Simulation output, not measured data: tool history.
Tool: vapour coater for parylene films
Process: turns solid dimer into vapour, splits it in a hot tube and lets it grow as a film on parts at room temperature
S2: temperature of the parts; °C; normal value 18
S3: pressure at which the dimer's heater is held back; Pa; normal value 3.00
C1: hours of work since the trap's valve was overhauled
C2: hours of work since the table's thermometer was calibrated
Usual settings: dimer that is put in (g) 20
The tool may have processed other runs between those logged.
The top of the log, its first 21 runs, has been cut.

Run 22, hour 976.4: usual settings but dimer that is put in (g) 15; C1 115; C2 344. Result: thickness of the film (µm) 3.22.
Run 23, hour 1018.4: usual settings but dimer that is put in (g) 15, S2 25 °C; C1 144; C2 372. Result: thickness of the film (µm) 2.61.
Run 24, hour 1052.2: usual settings but dimer that is put in (g) 10, S2 20 °C, S3 3.36 Pa; C1 167; C2 395. Result: thickness of the film (µm) 1.95.
Run 25, hour 1083.1: usual settings but dimer that is put in (g) 10, S2 20 °C, S3 3.36 Pa; C1 188; C2 416. Result: thickness of the film (µm) 1.94.
Run 26, hour 1130.0: usual settings but S2 25 °C, S3 2.85 Pa; C1 220; C2 448. Result: thickness of the film (µm) 3.46.
At hour 1162.7: trap's valve overhauled.
Run 27, hour 1178.7: usual settings but S2 25 °C, S3 2.85 Pa; C1 11; C2 479. Result: thickness of the film (µm) 3.67.
Run 28, hour 1229.1: usual settings but S2 25 °C, S3 2.85 Pa; C1 45; C2 513. Result: thickness of the film (µm) 3.63.
Run 29, hour 1288.9: usual settings but dimer that is put in (g) 11, S2 12 °C; C1 86; C2 554. Result: thickness of the film (µm) 2.82.
Run 30, hour 1319.6: usual settings but dimer that is put in (g) 17, S3 6.27 Pa; C1 107; C2 575. Result: thickness of the film (µm) 3.06.
Run 31, hour 1370.7: usual settings but dimer that is put in (g) 13, S2 20 °C, S3 6.24 Pa; C1 142; C2 609. Result: thickness of the film (µm) 2.18.
Run 32, hour 1400.5: usual settings but S2 21 °C, S3 5.87 Pa; C1 162; C2 630. Result: thickness of the film (µm) 3.29.
Run 33, hour 1445.4: usual settings but S2 11 °C; C1 193; C2 660. Result: thickness of the film (µm) 5.09.

3 ways to go on from here, each from the tool as it stands after run 33. What would each give?
Run A, hour 1475.6: usual settings but dimer that is put in (g) 29, S2 11 °C, S3 9.78 Pa; C1 213; C2 681. Result: thickness of the film (µm) ?.
Run B, hour 1475.6: usual settings but dimer that is put in (g) 24, S3 2.69 Pa; C1 213; C2 681. Result: thickness of the film (µm) ?.
Run C, hour 1475.6: usual settings but dimer that is put in (g) 13, S2 21 °C; C1 213; C2 681. Result: thickness of the film (µm) ?.

run  thickness of the film (µm)
  A                        5.55
  B                        5.13
  C                        2.48
The same runs, with their run-to-run variation unchanged, on a tool lacking any hidden condition would have given:
run  thickness of the film (µm)
  A                        5.96
  B                        5.51
  C                        2.66
